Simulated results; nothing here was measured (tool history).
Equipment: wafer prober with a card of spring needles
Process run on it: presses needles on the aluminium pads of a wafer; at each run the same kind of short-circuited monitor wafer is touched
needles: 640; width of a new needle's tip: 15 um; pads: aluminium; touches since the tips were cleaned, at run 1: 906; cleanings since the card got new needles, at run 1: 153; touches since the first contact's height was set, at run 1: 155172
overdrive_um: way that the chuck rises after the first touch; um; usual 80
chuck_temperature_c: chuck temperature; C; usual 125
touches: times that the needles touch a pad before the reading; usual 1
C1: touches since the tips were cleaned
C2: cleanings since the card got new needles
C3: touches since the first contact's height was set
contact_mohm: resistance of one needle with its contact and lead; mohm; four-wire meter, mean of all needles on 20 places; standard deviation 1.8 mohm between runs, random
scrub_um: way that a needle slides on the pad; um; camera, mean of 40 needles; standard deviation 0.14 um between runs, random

{"run": 1, "hour": 0.0, "overdrive_um": 80, "chuck_temperature_c": 125, "touches": 1, "C1": 906, "C2": 153, "C3": 155172, "contact_mohm": 235, "scrub_um": 20.06}
{"hour": 1.5, "done": "tips cleaned on abrasive film"}
{"hour": 4.4, "done": "tips cleaned on abrasive film"}
{"hour": 6.1, "done": "height of the first contact set anew"}
{"hour": 7.5, "done": "tips cleaned on abrasive film"}
{"hour": 11.1, "done": "tips cleaned on abrasive film"}
{"run": 2, "hour": 12.1, "overdrive_um": 80, "chuck_temperature_c": 125, "touches": 1, "C1": 632, "C2": 157, "C3": 3762, "contact_mohm": 222, "scrub_um": 19.77}
{"hour": 14.3, "done": "tips cleaned on abrasive film"}
{"hour": 17.1, "done": "tips cleaned on abrasive film"}
{"hour": 20.7, "done": "tips cleaned on abrasive film"}
{"hour": 24.3, "done": "tips cleaned on abrasive film"}
{"hour": 27.1, "done": "tips cleaned on abrasive film"}
{"run": 3, "hour": 28.7, "overdrive_um": 80, "chuck_temperature_c": 125, "touches": 1, "C1": 1022, "C2": 162, "C3": 14174, "contact_mohm": 237, "scrub_um": 19.87}
{"hour": 30.2, "done": "tips cleaned on abrasive film"}
{"hour": 33.8, "done": "tips cleaned on abrasive film"}
{"hour": 37.3, "done": "tips cleaned on abrasive film"}
{"run": 4, "hour": 39.8, "overdrive_um": 80, "chuck_temperature_c": 125, "touches": 1, "C1": 1610, "C2": 165, "C3": 21150, "contact_mohm": 254, "scrub_um": 19.78}
{"hour": 40.6, "done": "tips cleaned on abrasive film"}
{"hour": 43.5, "done": "tips cleaned on abrasive film"}
{"hour": 46.4, "done": "tips cleaned on abrasive film"}
{"hour": 49.9, "done": "tips cleaned on abrasive film"}
{"hour": 50.9, "done": "height of the first contact set anew, once more"}
{"hour": 53.8, "done": "tips cleaned on abrasive film"}
{"run": 5, "hour": 56.0, "overdrive_um": 80, "chuck_temperature_c": 125, "touches": 3, "C1": 1461, "C2": 170, "C3": 3251, "contact_mohm": 210, "scrub_um": 21.39}
{"hour": 56.8, "done": "tips cleaned on abrasive film"}
{"hour": 59.7, "done": "tips cleaned on abrasive film"}
{"hour": 63.3, "done": "tips cleaned on abrasive film"}
{"hour": 66.1, "done": "tips cleaned on abrasive film"}
{"hour": 69.7, "done": "tips cleaned on abrasive film"}
{"run": 6, "hour": 71.8, "overdrive_um": 80, "chuck_temperature_c": 125, "touches": 3, "C1": 1329, "C2": 175, "C3": 13079, "contact_mohm": 209, "scrub_um": 21.36}
{"hour": 73.3, "done": "tips cleaned on abrasive film"}
{"hour": 76.8, "done": "tips cleaned on abrasive film"}
{"hour": 80.4, "done": "tips cleaned on abrasive film"}
{"hour": 83.9, "done": "tips cleaned on abrasive film"}
{"hour": 86.8, "done": "tips cleaned on abrasive film"}
{"run": 7, "hour": 88.0, "overdrive_um": 86, "chuck_temperature_c": 125, "touches": 1, "C1": 741, "C2": 180, "C3": 23211, "contact_mohm": 215, "scrub_um": 22.65}
{"hour": 90.1, "done": "tips cleaned on abrasive film"}
{"hour": 93.0, "done": "tips cleaned on abrasive film"}
{"hour": 96.6, "done": "tips cleaned on abrasive film"}
{"run": 8, "hour": 98.6, "overdrive_um": 86, "chuck_temperature_c": 125, "touches": 1, "C1": 1321, "C2": 183, "C3": 29898, "contact_mohm": 232, "scrub_um": 22.64}
{"hour": 100.1, "done": "tips cleaned on abrasive film"}
{"hour": 103.0, "done": "tips cleaned on abrasive film"}
{"hour": 105.9, "done": "tips cleaned on abrasive film"}
{"hour": 108.7, "done": "tips cleaned on abrasive film"}
{"hour": 112.3, "done": "tips cleaned on abrasive film"}
{"run": 9, "hour": 112.4, "overdrive_um": 80, "chuck_temperature_c": 125, "touches": 1, "C1": 57, "C2": 188, "C3": 38451, "contact_mohm": 202, "scrub_um": 20.98}
{"hour": 115.2, "done": "tips cleaned on abrasive film"}
{"hour": 118.8, "done": "tips cleaned on abrasive film"}
{"hour": 121.7, "done": "tips cleaned on abrasive film"}
{"hour": 124.5, "done": "tips cleaned on abrasive film"}
{"run": 10, "hour": 126.0, "overdrive_um": 80, "chuck_temperature_c": 125, "touches": 3, "C1": 915, "C2": 192, "C3": 46962, "contact_mohm": 206, "scrub_um": 21.04}
{"hour": 127.4, "done": "tips cleaned on abrasive film"}
{"hour": 131.0, "done": "tips cleaned on abrasive film"}
{"hour": 134.6, "done": "tips cleaned on abrasive film"}
{"hour": 137.9, "done": "tips cleaned on abrasive film"}
{"run": 11, "hour": 137.9, "overdrive_um": 80, "chuck_temperature_c": 125, "touches": 1, "C1": 0, "C2": 196, "C3": 54417, "contact_mohm": 196, "scrub_um": 21.02}
{"hour": 141.5, "done": "tips cleaned on abrasive film"}
{"hour": 144.3, "done": "tips cleaned on abrasive film"}
{"hour": 147.9, "done": "tips cleaned on abrasive film"}
{"hour": 151.5, "done": "tips cleaned on abrasive film"}
{"run": 12, "hour": 152.5, "overdrive_um": 80, "chuck_temperature_c": 125, "touches": 1, "C1": 695, "C2": 200, "C3": 63607, "contact_mohm": 219, "scrub_um": 20.85}
{"hour": 154.7, "done": "tips cleaned on abrasive film"}
{"hour": 157.6, "done": "tips cleaned on abrasive film"}
{"hour": 161.2, "done": "tips cleaned on abrasive film"}
{"hour": 164.7, "done": "tips cleaned on abrasive film"}
{"run": 13, "hour": 166.4, "overdrive_um": 80, "chuck_temperature_c": 125, "touches": 1, "C1": 1091, "C2": 204, "C3": 72300, "contact_mohm": 238, "scrub_um": 20.62}
{"hour": 167.9, "done": "tips cleaned on abrasive film"}
{"hour": 170.8, "done": "tips cleaned on abrasive film"}
{"hour": 174.3, "done": "tips cleaned on abrasive film"}
{"hour": 177.2, "done": "tips cleaned on abrasive film"}
{"run": 14, "hour": 179.0, "overdrive_um": 84, "chuck_temperature_c": 125, "touches": 2, "C1": 1146, "C2": 208, "C3": 80153, "contact_mohm": 222, "scrub_um": 21.62}
{"hour": 180.5, "done": "tips cleaned on abrasive film"}
{"hour": 183.3, "done": "tips cleaned on abrasive film"}
{"hour": 186.2, "done": "tips cleaned on abrasive film"}
{"hour": 189.8, "done": "tips cleaned on abrasive film"}
{"hour": 192.9, "done": "tips cleaned on abrasive film"}
{"run": 15, "hour": 192.9, "overdrive_um": 60, "chuck_temperature_c": 47, "touches": 2, "C1": 0, "C2": 213, "C3": 88805, "contact_mohm": 192, "scrub_um": 15.29}
{"hour": 196.4, "done": "tips cleaned on abrasive film"}
{"hour": 199.3, "done": "tips cleaned on abrasive film"}
{"hour": 202.9, "done": "tips cleaned on abrasive film"}
{"run": 16, "hour": 204.4, "overdrive_um": 60, "chuck_temperature_c": 47, "touches": 2, "C1": 1015, "C2": 216, "C3": 96079, "contact_mohm": 234, "scrub_um": 15.37}
{"hour": 205.9, "done": "tips cleaned on abrasive film"}
{"hour": 209.5, "done": "tips cleaned on abrasive film"}
{"hour": 213.1, "done": "tips cleaned on abrasive film"}
{"hour": 216.6, "done": "tips cleaned on abrasive film"}
{"run": 17, "hour": 218.2, "overdrive_um": 72, "chuck_temperature_c": 125, "touches": 1, "C1": 1009, "C2": 220, "C3": 104690, "contact_mohm": 243, "scrub_um": 18.43}
{"hour": 219.7, "done": "tips cleaned on abrasive film"}
{"hour": 222.5, "done": "tips cleaned on abrasive film"}
{"hour": 226.1, "done": "tips cleaned on abrasive film"}
{"hour": 229.7, "done": "tips cleaned on abrasive film"}
{"hour": 233.2, "done": "tips cleaned on abrasive film"}
{"run": 18, "hour": 233.4, "overdrive_um": 84, "chuck_temperature_c": 27, "touches": 1, "C1": 113, "C2": 225, "C3": 114191, "contact_mohm": 183, "scrub_um": 21.32}
{"hour": 236.3, "done": "tips cleaned on abrasive film"}
{"hour": 239.1, "done": "tips cleaned on abrasive film"}
{"run": 19, "hour": 241.0, "overdrive_um": 63, "chuck_temperature_c": 44, "touches": 3, "C1": 1171, "C2": 227, "C3": 118942, "contact_mohm": 217, "scrub_um": 16.07}
{"hour": 242.4, "done": "tips cleaned on abrasive film"}
{"hour": 245.3, "done": "tips cleaned on abrasive film"}
{"hour": 248.9, "done": "tips cleaned on abrasive film"}
{"hour": 251.8, "done": "tips cleaned on abrasive film"}
{"hour": 255.3, "done": "tips cleaned on abrasive film"}
{"run": 20, "hour": 257.3, "overdrive_um": 95, "chuck_temperature_c": 48, "touches": 3, "C1": 1296, "C2": 232, "C3": 129182, "contact_mohm": 194, "scrub_um": 24.55}
{"hour": 258.8, "done": "tips cleaned on abrasive film"}
{"hour": 262.4, "done": "tips cleaned on abrasive film"}
{"hour": 265.6, "done": "tips cleaned on abrasive film"}
{"run": 21, "hour": 265.6, "overdrive_um": 70, "chuck_temperature_c": 125, "touches": 1, "C1": 0, "C2": 235, "C3": 134308, "contact_mohm": 202, "scrub_um": 17.58}
{"hour": 269.1, "done": "tips cleaned on abrasive film"}
{"hour": 272.0, "done": "tips cleaned on abrasive film"}
{"hour": 275.6, "done": "tips cleaned on abrasive film"}
{"hour": 279.1, "done": "tips cleaned on abrasive film"}
{"run": 22, "hour": 281.4, "overdrive_um": 64, "chuck_temperature_c": 83, "touches": 1, "C1": 1462, "C2": 239, "C3": 144265, "contact_mohm": 291, "scrub_um": 16.07}
{"hour": 282.2, "done": "tips cleaned on abrasive film"}
{"hour": 285.7, "done": "tips cleaned on abrasive film"}
{"hour": 289.3, "done": "tips cleaned on abrasive film"}
{"run": 23, "hour": 289.6, "overdrive_um": 81, "chuck_temperature_c": 107, "touches": 2, "C1": 193, "C2": 242, "C3": 149376, "contact_mohm": 203, "scrub_um": 20.58}
{"hour": 292.5, "done": "tips cleaned on abrasive film"}
{"hour": 295.3, "done": "tips cleaned on abrasive film"}
{"hour": 298.9, "done": "tips cleaned on abrasive film"}
{"hour": 301.8, "done": "tips cleaned on abrasive film"}
{"run": 24, "hour": 303.9, "overdrive_um": 75, "chuck_temperature_c": 63, "touches": 2, "C1": 1351, "C2": 246, "C3": 158330, "contact_mohm": 233, "scrub_um": 18.8}
{"hour": 304.8, "done": "height of the first contact set anew"}
{"hour": 305.6, "done": "tips cleaned on abrasive film"}
{"hour": 308.5, "done": "tips cleaned on abrasive film"}
{"hour": 312.1, "done": "tips cleaned on abrasive film"}
{"run": 25, "hour": 313.0, "overdrive_um": 75, "chuck_temperature_c": 74, "touches": 2, "C1": 578, "C2": 249, "C3": 5051, "contact_mohm": 204, "scrub_um": 19.96}

Consider 4 possible next runs. They are alternatives, not a sequence: every one starts from the tool as it was left by run 25. What does each give?
{"hour": 315.1, "done": "tips cleaned on abrasive film"}
{"hour": 318.0, "done": "tips cleaned on abrasive film"}
{"hour": 320.9, "done": "tips cleaned on abrasive film"}
{"run": "A", "hour": 322.1, "overdrive_um": 81, "chuck_temperature_c": 66, "touches": 2, "C1": 803, "C2": 252, "C3": 10775, "contact_mohm": "?", "scrub_um": "?"}
{"hour": 315.1, "done": "tips cleaned on abrasive film"}
{"hour": 318.0, "done": "tips cleaned on abrasive film"}
{"hour": 320.9, "done": "tips cleaned on abrasive film"}
{"run": "B", "hour": 322.1, "overdrive_um": 90, "chuck_temperature_c": 74, "touches": 1, "C1": 803, "C2": 252, "C3": 10775, "contact_mohm": "?", "scrub_um": "?"}
{"hour": 315.1, "done": "tips cleaned on abrasive film"}
{"hour": 318.0, "done": "tips cleaned on abrasive film"}
{"hour": 320.9, "done": "tips cleaned on abrasive film"}
{"run": "C", "hour": 322.1, "overdrive_um": 75, "chuck_temperature_c": 74, "touches": 2, "C1": 803, "C2": 252, "C3": 10775, "contact_mohm": "?", "scrub_um": "?"}
{"hour": 315.1, "done": "tips cleaned on abrasive film"}
{"hour": 318.0, "done": "tips cleaned on abrasive film"}
{"hour": 320.9, "done": "tips cleaned on abrasive film"}
{"run": "D", "hour": 322.1, "overdrive_um": 99, "chuck_temperature_c": 75, "touches": 2, "C1": 803, "C2": 252, "C3": 10775, "contact_mohm": "?", "scrub_um": "?"}

run=A contact_mohm=208 scrub_um=21.42
run=B contact_mohm=217 scrub_um=23.94
run=C contact_mohm=212 scrub_um=19.55
run=D contact_mohm=193 scrub_um=26.17
Without the tool's hidden state the same runs would have given:
run=A contact_mohm=179 scrub_um=21.5
run=B contact_mohm=180 scrub_um=24.03
run=C contact_mohm=179 scrub_um=19.63
run=D contact_mohm=173 scrub_um=26.25

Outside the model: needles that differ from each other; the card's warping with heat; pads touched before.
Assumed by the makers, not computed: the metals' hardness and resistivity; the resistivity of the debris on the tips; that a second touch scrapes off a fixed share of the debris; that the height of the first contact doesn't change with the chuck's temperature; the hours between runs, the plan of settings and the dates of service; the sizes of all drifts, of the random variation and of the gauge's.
